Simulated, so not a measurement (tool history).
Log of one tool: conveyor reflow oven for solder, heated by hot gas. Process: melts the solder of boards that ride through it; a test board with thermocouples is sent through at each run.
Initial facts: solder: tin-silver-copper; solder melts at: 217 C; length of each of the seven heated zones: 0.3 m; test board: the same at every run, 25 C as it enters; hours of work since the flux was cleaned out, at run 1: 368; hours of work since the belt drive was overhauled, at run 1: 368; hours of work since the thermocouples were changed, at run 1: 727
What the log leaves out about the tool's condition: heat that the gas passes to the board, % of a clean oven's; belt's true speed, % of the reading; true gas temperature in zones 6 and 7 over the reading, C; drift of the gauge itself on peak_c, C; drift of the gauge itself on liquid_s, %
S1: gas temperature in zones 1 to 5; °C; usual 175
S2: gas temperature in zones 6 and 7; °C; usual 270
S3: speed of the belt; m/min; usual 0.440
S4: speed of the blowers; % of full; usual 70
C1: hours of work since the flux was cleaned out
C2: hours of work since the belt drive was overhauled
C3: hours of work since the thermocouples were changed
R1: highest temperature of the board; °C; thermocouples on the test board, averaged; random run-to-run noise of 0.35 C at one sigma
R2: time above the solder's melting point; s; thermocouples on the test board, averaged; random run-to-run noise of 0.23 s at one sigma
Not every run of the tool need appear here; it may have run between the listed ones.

| run | hour | S1 | S2 | S3 | S4 | C1 | C2 | C3 | R1 | R2 |
|---|---|---|---|---|---|---|---|---|---|---|
| 1 | 0.0 | 175 | 270 | 0.440 | 70 | 368 | 368 | 727 | 252.4 | 62.6 |
|  | 14.7 | flux residue cleaned out of gas plates and filters |
| 2 | 45.8 | 175 | 270 | 0.440 | 70 | 14 | 386 | 745 | 254.3 | 64.0 |
| 3 | 79.3 | 175 | 270 | 0.440 | 70 | 28 | 400 | 760 | 254.6 | 64.2 |
| 4 | 126.9 | 175 | 270 | 0.440 | 70 | 49 | 421 | 781 | 253.8 | 64.0 |
| 5 | 177.3 | 175 | 270 | 0.440 | 70 | 71 | 443 | 803 | 253.8 | 63.7 |
| 6 | 232.7 | 175 | 270 | 0.440 | 70 | 96 | 468 | 827 | 254.4 | 63.5 |
| 7 | 281.1 | 181 | 270 | 0.440 | 70 | 117 | 489 | 848 | 254.4 | 67.0 |
| 8 | 328.2 | 175 | 270 | 0.440 | 51 | 137 | 509 | 869 | 248.1 | 57.9 |
| 9 | 357.0 | 175 | 270 | 0.440 | 51 | 150 | 522 | 882 | 247.8 | 58.0 |
| 10 | 389.3 | 175 | 270 | 0.467 | 70 | 164 | 536 | 896 | 250.4 | 58.3 |
| 11 | 413.6 | 175 | 270 | 0.467 | 70 | 175 | 547 | 906 | 251.4 | 57.6 |
| 12 | 468.3 | 175 | 270 | 0.467 | 70 | 199 | 571 | 930 | 250.8 | 57.5 |
| 13 | 509.5 | 179 | 270 | 0.418 | 67 | 217 | 589 | 948 | 254.6 | 70.3 |
| 14 | 563.6 | 175 | 270 | 0.405 | 57 | 241 | 613 | 972 | 252.5 | 68.7 |

What will run 15 give?
| 15 | 601.5 | 175 | 262 | 0.405 | 57 | 257 | 629 | 989 | ? | ? |

R1: 245.9 °C
R2: 62.5 s
The same run, on a tool lacking any hidden state, would have yielded R1 248.4 °C, R2 63.9 s.

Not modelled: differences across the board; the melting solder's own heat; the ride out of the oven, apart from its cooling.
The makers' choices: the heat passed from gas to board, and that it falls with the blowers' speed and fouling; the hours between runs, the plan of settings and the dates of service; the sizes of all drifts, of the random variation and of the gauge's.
